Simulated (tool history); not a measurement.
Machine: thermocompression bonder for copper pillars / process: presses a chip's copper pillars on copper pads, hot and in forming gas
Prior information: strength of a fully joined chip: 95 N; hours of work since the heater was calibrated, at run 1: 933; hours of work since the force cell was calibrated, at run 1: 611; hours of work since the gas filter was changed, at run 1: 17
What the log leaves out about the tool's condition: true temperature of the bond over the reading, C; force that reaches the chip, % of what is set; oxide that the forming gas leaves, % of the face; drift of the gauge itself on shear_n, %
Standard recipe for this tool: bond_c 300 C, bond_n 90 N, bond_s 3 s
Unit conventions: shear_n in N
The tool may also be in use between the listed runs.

run     day  bond_c  bond_n  bond_s  hours of work since the heater was calibrated  hours of work since the force cell was calibrated  hours of work since the gas filter was changed  shear_n
  1       0     300      90       3                                            933                                                611                                              17     63.6
  2   2.017     300      78       3                                            969                                                648                                              54     60.6
  3   3.754     300      90       3                                           1000                                                679                                              85     62.9
  4   5.842     300      90       3                                           1038                                                716                                             123       62
  5   9.008     324      90       3                                           1095                                                774                                             180     74.5
  6  11.783     324      90       3                                           1145                                                823                                             230     74.6
  7  13.438     324      90       3                                           1175                                                853                                             259     74.5
     15.621  -- heater calibrated with a thermocouple chip
  8  15.721     296      90       3                                              2                                                893                                             299     53.9
  9  17.825     296      90       3                                             40                                                931                                             337     53.1
 10  19.708     296      76       6                                             74                                                965                                             371     60.2
 11  22.725     313     120       8                                            128                                               1019                                             425     80.6

The logged runs with the hidden state left out (each run's random variation unchanged):
run  shear_n
  1     61.8
  2     59.2
  3     61.9
  4     61.4
  5     75.7
  6     76.4
  7     76.7
  8     59.3
  9       59
 10     66.8
 11     88.9
